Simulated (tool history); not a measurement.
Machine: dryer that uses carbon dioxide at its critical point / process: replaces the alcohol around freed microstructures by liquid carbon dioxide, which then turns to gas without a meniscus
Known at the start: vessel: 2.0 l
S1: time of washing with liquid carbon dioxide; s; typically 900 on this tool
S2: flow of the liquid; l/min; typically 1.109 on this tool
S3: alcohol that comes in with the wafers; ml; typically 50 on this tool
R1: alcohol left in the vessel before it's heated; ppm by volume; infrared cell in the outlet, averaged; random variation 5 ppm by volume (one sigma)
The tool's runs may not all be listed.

run,hour,S1,S2,S3,R1
1,0.0,900,1.109,50,48
2,4.8,900,1.109,50,52
3,12.4,900,1.500,50,37
4,21.9,1260,1.109,50,31
5,29.2,1260,1.109,50,33
6,34.9,900,1.109,50,57
7,44.6,900,1.109,39,54
8,51.0,900,1.109,39,54
9,59.2,900,1.109,39,48
10,64.8,900,1.109,39,58
11,72.9,900,1.109,50,66
12,81.5,900,1.109,50,60
13,87.8,900,1.109,50,73
14,96.1,900,1.250,20,45
15,100.5,900,1.000,91,115
16,108.3,660,0.930,40,315
17,116.2,900,1.300,20,47
18,123.9,660,1.080,46,199
19,130.7,660,1.320,31,79
20,138.2,720,0.720,32,459
21,145.6,660,0.810,32,436
22,153.4,660,0.750,32,546
23,159.3,960,1.860,22,44
24,163.3,1020,1.180,62,46
25,172.9,1320,0.730,31,67
26,178.5,1320,1.070,31,42

A few steps of R1 between consecutive runs. Split each: what settings, incoming material and random variation would produce without the hidden state, and what is left over for the hidden state, along with gauge scatter present in only one of the two compared results (measured, and without hidden state):
Hidden conditions of the tool in this case: flow that reaches the vessel past the clogged filter, %; alcohol in the recycled carbon dioxide, ppm; drift of the gauge itself on alcohol_ppm, %.
Run 19 -> 20: S1 660 -> 720, S2 1.320 -> 0.720, S3 31 -> 32. R1 +380 ppm by volume: hidden state +36, all else +344.
Run 22 -> 23: S1 660 -> 960, S2 0.750 -> 1.860, S3 32 -> 22. R1 -502 ppm by volume: hidden state -51, all else -451.
